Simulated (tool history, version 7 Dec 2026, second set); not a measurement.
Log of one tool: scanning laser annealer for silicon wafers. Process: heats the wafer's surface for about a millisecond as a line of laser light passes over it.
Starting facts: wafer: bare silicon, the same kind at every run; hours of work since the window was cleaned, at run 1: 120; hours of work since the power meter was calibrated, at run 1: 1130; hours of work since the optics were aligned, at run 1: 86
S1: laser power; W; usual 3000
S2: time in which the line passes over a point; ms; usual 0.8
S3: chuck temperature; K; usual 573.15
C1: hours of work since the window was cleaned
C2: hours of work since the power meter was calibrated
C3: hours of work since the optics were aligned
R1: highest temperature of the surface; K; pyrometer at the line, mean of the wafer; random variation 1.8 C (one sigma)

| run | hour | S1 | S2 | S3 | C1 | C2 | C3 | R1 |
|---|---|---|---|---|---|---|---|---|
| 1 | 0 | 3000 | 0.8 | 573.15 | 120 | 1130 | 86 | 1320.15 |
| 2 | 26.9 | 3000 | 0.8 | 573.15 | 138 | 1148 | 103 | 1322.15 |
| 3 | 65.9 | 3000 | 0.8 | 573.15 | 163 | 1173 | 128 | 1319.15 |
| 4 | 90.1 | 3000 | 0.8 | 573.15 | 179 | 1189 | 144 | 1316.15 |
| 5 | 121.8 | 3000 | 0.8 | 582.15 | 199 | 1209 | 164 | 1325.15 |
| 6 | 161.9 | 3000 | 0.8 | 582.15 | 225 | 1235 | 190 | 1323.15 |
| 7 | 201.3 | 3000 | 0.8 | 582.15 | 251 | 1260 | 216 | 1317.15 |
| 8 | 229.8 | 3026 | 0.8 | 582.15 | 269 | 1279 | 234 | 1326.15 |
| 9 | 256 | 3026 | 0.8 | 582.15 | 286 | 1296 | 251 | 1329.15 |
| 10 | 288.9 | 3026 | 0.8 | 582.15 | 307 | 1317 | 272 | 1326.15 |
| 11 | 322.5 | 3026 | 0.8 | 548.15 | 329 | 1339 | 294 | 1291.15 |
| 12 | 358.9 | 3000 | 0.661 | 573.15 | 352 | 1362 | 317 | 1232.15 |
| 13 | 385.5 | 3000 | 0.661 | 573.15 | 370 | 1379 | 335 | 1231.15 |
| 14 | 414.8 | 3217 | 0.8 | 573.15 | 388 | 1398 | 354 | 1362.15 |
| 15 | 464.8 | 3217 | 0.8 | 573.15 | 421 | 1431 | 386 | 1362.15 |
| 16 | 503.8 | 3217 | 0.8 | 573.15 | 446 | 1456 | 411 | 1360.15 |
| 17 | 537.5 | 3000 | 0.8 | 566.15 | 468 | 1478 | 433 | 1296.15 |
| 18 | 571.4 | 3000 | 0.8 | 566.15 | 490 | 1499 | 455 | 1293.15 |
| 19 | 623.5 | 3000 | 0.8 | 566.15 | 523 | 1533 | 488 | 1292.15 |
| 20 | 654.8 | 3000 | 0.8 | 573.15 | 543 | 1553 | 509 | 1300.15 |
| 21 | 678.2 | 2591 | 0.684 | 554.15 | 559 | 1568 | 524 | 1118.15 |
| 22 | 706.1 | 3088 | 0.813 | 535.15 | 577 | 1587 | 542 | 1284.15 |
| 23 | 753.2 | 3088 | 0.813 | 535.15 | 607 | 1617 | 572 | 1286.15 |
| 24 | 792.6 | 3088 | 0.813 | 589.15 | 633 | 1642 | 598 | 1340.15 |
| 25 | 845 | 3088 | 0.813 | 589.15 | 666 | 1676 | 632 | 1338.15 |
| 26 | 869.8 | 2932 | 0.984 | 559.15 | 682 | 1692 | 648 | 1345.15 |
| 27 | 914.2 | 2932 | 0.984 | 559.15 | 711 | 1721 | 676 | 1344.15 |
| 28 | 957.6 | 2691 | 0.96 | 573.15 | 739 | 1749 | 704 | 1278.15 |
| 29 | 1006.4 | 2718 | 0.8 | 573.15 | 771 | 1781 | 736 | 1213.15 |
|  | 1038.4 | optics aligned, line set to its width |
| 30 | 1062.8 | 3218 | 0.827 | 557.15 | 804 | 1814 | 16 | 1354.15 |
| 31 | 1093.8 | 3218 | 0.683 | 557.15 | 824 | 1834 | 36 | 1269.15 |
| 32 | 1121 | 3000 | 0.8 | 580.15 | 841 | 1851 | 53 | 1300.15 |
| 33 | 1158.2 | 2968 | 0.849 | 607.15 | 865 | 1875 | 77 | 1346.15 |
| 34 | 1179.6 | 2968 | 0.849 | 572.15 | 879 | 1889 | 91 | 1309.15 |
|  | 1212.8 | window over the wafer cleaned |
| 35 | 1225.2 | 3136 | 0.8 | 601.15 | 8 | 1917 | 119 | 1395.15 |
| 36 | 1271.5 | 3136 | 0.8 | 601.15 | 38 | 1947 | 149 | 1390.15 |
| 37 | 1304.9 | 2942 | 0.8 | 559.15 | 59 | 1969 | 171 | 1293.15 |
| 38 | 1343.3 | 2942 | 0.8 | 559.15 | 84 | 1994 | 196 | 1295.15 |
| 39 | 1366.7 | 3000 | 0.691 | 599.15 | 99 | 2009 | 211 | 1290.15 |
| 40 | 1404.1 | 3000 | 0.691 | 599.15 | 124 | 2033 | 235 | 1289.15 |

Below are 5 alternative next runs, each starting from the tool's condition after run 40. Predict each:
| A | 1447.7 | 2925 | 0.879 | 599.15 | 152 | 2061 | 263 | ? |
| B | 1447.7 | 2693 | 0.691 | 574.15 | 152 | 2061 | 263 | ? |
| C | 1447.7 | 3000 | 0.594 | 599.15 | 152 | 2061 | 263 | ? |
| D | 1447.7 | 2892 | 0.774 | 588.15 | 152 | 2061 | 263 | ? |
| E | 1447.7 | 2739 | 0.8 | 538.15 | 152 | 2061 | 263 | ? |

| run | R1 |
|---|---|
| A | 1367.15 |
| B | 1186.15 |
| C | 1231.15 |
| D | 1291.15 |
| E | 1213.15 |
The same runs, with their run-to-run variation unchanged, on a tool lacking any hidden condition would have given:
| run | R1 |
|---|---|
| A | 1377.15 |
| B | 1194.15 |
| C | 1239.15 |
| D | 1300.15 |
| E | 1222.15 |
